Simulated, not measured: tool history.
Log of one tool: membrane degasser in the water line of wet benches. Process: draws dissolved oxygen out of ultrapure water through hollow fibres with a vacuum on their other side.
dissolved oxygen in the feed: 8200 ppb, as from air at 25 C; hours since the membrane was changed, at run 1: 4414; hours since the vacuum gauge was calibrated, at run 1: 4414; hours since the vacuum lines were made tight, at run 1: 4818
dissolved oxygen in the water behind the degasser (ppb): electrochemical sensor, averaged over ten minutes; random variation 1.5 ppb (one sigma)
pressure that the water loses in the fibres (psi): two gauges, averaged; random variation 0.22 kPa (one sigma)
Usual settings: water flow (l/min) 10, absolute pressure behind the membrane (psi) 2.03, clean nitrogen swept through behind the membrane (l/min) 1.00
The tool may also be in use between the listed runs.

run      day  water flow (l/min)  absolute pressure behind the membrane (psi)  clean nitrogen swept through behind the membrane (l/min)  hours since the membrane was changed  hours since the vacuum gauge was calibrated  hours since the vacuum lines were made tight  dissolved oxygen in the water behind the degasser (ppb)  pressure that the water loses in the fibres (psi)
  1    0.000                  10                                         2.03                                                      1.00                                  4414                                         4414                                          4818                                                    297.8                                              9.971
  2    2.738                  10                                         3.28                                                      1.00                                  4479                                         4479                                          4884                                                    488.5                                              9.951
  3    8.967                  10                                         2.03                                                      1.00                                  4629                                         4629                                          5033                                                    297.7                                             10.032
  4   14.733                  10                                         3.16                                                      1.00                                  4767                                         4767                                          5171                                                    471.7                                             10.032
  5   19.075                  10                                         3.16                                                      1.00                                  4871                                         4871                                          5276                                                    475.5                                              9.999
  6   22.154                  10                                         3.16                                                      1.00                                  4945                                         4945                                          5350                                                    472.1                                             10.082
  7   26.879                  10                                         3.16                                                      1.00                                  5059                                         5059                                          5463                                                    479.5                                             10.032
  8   30.046                  10                                         2.03                                                      2.63                                  5135                                         5135                                          5539                                                    147.8                                             10.053
  9   33.679                  10                                         2.03                                                      2.63                                  5222                                         5222                                          5626                                                    148.4                                             10.040
 10   36.558                  10                                         2.03                                                      2.63                                  5291                                         5291                                          5695                                                    149.2                                             10.080
 11   41.746                  10                                         2.03                                                      2.63                                  5416                                         5416                                          5820                                                    149.6                                             10.063
 12   47.954                  10                                         2.03                                                      2.63                                  5564                                         5564                                          5969                                                    149.8                                             10.076
 13   52.312                  10                                         1.90                                                      1.00                                  5669                                         5669                                          6073                                                    280.6                                             10.040
 14   56.292                  11                                         3.07                                                      0.64                                  5765                                         5765                                          6169                                                    722.5                                             11.081
      56.821  -- vacuum gauge calibrated
 15   61.433                  11                                         3.07                                                      0.64                                  5888                                          111                                          6292                                                    724.0                                             11.046
 16   65.871                  11                                         3.07                                                      0.64                                  5994                                          217                                          6398                                                    728.0                                             11.021
      69.071  -- vacuum gauge calibrated, once more
 17   69.412                  11                                         4.00                                                      0.64                                  6079                                            8                                          6483                                                    929.3                                             11.111
 18   75.458                  11                                         4.00                                                      0.64                                  6224                                          153                                          6628                                                    918.4                                             11.048
 19   78.304                  11                                         4.00                                                      0.64                                  6292                                          222                                          6696                                                    932.2                                             11.043
 20   81.900                  11                                         4.00                                                      0.64                                  6378                                          308                                          6782                                                    934.6                                             11.053
 21   87.783                  10                                         3.15                                                      0.86                                  6519                                          449                                          6924                                                    537.3                                             10.116
 22   93.533                   7                                         2.02                                                      0.65                                  6657                                          587                                          7062                                                    296.3                                              7.052
 23   96.196                   9                                         2.45                                                      0.94                                  6721                                          651                                          7126                                                    346.9                                              9.127
 24   99.688                  10                                         2.18                                                      1.55                                  6805                                          735                                          7209                                                    231.6                                             10.015
 25  102.604                  14                                         3.50                                                      1.88                                  6875                                          805                                          7279                                                    453.8                                             14.053

Measured less the same run without the tool's hidden state. The same run-to-run variation is in both; the gauge's scatter may not be:
The hidden state here: membrane still open, %; true pressure behind the membrane over the reading, kPa; air that leaks in behind the membrane, l/min; drift of the gauge itself on oxygen_ppb, %; drift of the gauge itself on loss_of_pressure_kpa, %.
run  dissolved oxygen in the water behind the degasser (ppb)  pressure that the water loses in the fibres (psi)
  1                                                    +12.4                                             +0.146
  2                                                    +17.4                                             +0.148
  3                                                    +13.0                                             +0.154
  4                                                    +18.1                                             +0.160
  5                                                    +18.6                                             +0.162
  6                                                    +18.8                                             +0.167
  7                                                    +19.5                                             +0.168
  8                                                     +9.0                                             +0.173
  9                                                     +9.1                                             +0.175
 10                                                     +9.3                                             +0.178
 11                                                     +9.5                                             +0.183
 12                                                     +9.8                                             +0.187
 13                                                    +15.6                                             +0.190
 14                                                    +26.3                                             +0.213
 15                                                    +29.5                                             +0.218
 16                                                    +30.1                                             +0.222
 17                                                    +24.3                                             +0.225
 18                                                    +24.7                                             +0.229
 19                                                    +25.6                                             +0.234
 20                                                    +26.0                                             +0.236
 21                                                    +20.4                                             +0.220
 22                                                    +15.3                                             +0.158
 23                                                    +16.2                                             +0.206
 24                                                    +12.4                                             +0.229
 25                                                    +19.0                                             +0.325
